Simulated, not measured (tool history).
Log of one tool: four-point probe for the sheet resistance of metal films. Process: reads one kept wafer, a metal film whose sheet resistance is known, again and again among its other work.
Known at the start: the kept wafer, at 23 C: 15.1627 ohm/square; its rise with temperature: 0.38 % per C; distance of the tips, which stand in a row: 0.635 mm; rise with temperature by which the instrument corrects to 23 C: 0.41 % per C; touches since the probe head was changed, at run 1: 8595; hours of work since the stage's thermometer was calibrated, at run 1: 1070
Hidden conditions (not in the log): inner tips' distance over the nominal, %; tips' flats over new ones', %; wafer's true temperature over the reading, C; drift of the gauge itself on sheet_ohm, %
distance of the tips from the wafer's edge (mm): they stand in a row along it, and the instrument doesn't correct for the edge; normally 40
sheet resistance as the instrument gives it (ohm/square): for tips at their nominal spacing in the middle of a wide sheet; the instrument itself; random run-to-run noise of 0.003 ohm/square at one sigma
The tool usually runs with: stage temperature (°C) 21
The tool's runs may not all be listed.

run   hour  stage temperature (°C)  distance of the tips from the wafer's edge (mm)  touches since the probe head was changed  hours of work since the stage's thermometer was calibrated  sheet resistance as the instrument gives it (ohm/square)
  1      0                      21                                               40                                      8595                                                        1070                                                 15.179887
  2   16.6                      21                                               40                                      8890                                                        1078                                                 15.173248
  3   28.7                      21                                               62                                      9106                                                        1083                                                 15.171262
  4   39.5                      21                                               62                                      9298                                                        1088                                                 15.178883
  5   48.7                      21                                               62                                      9461                                                        1093                                                 15.170817
  6   63.9                      21                                               62                                      9731                                                        1100                                                 15.176252
  7   71.3                      21                                               70                                      9863                                                        1103                                                 15.174794
  8   86.3                      21                                               70                                     10130                                                        1110                                                  15.17346
  9   93.6                      21                                               17                                     10259                                                        1113                                                 15.181956
 10  102.2                      21                                                4                                     10413                                                        1117                                                 15.379023
 11  110.8                      21                                                4                                     10564                                                        1121                                                 15.379528
 12  125.8                      21                                                4                                     10832                                                        1128                                                 15.372391
 13  140.6                      21                                                4                                     11095                                                        1135                                                 15.376483
 14  150.5                      21                                               27                                     11270                                                        1140                                                 15.178114
 15  161.9                      21                                               27                                     11474                                                        1145                                                 15.176191

Expected results for the next run?
 16  178.6                      21                                               27                                     11770                                                        1152                                                         ?

sheet resistance as the instrument gives it (ohm/square): 15.176822
With the hidden condition absent and the run-to-run variation left alone, this run would have shown sheet resistance as the instrument gives it (ohm/square) 15.176568.

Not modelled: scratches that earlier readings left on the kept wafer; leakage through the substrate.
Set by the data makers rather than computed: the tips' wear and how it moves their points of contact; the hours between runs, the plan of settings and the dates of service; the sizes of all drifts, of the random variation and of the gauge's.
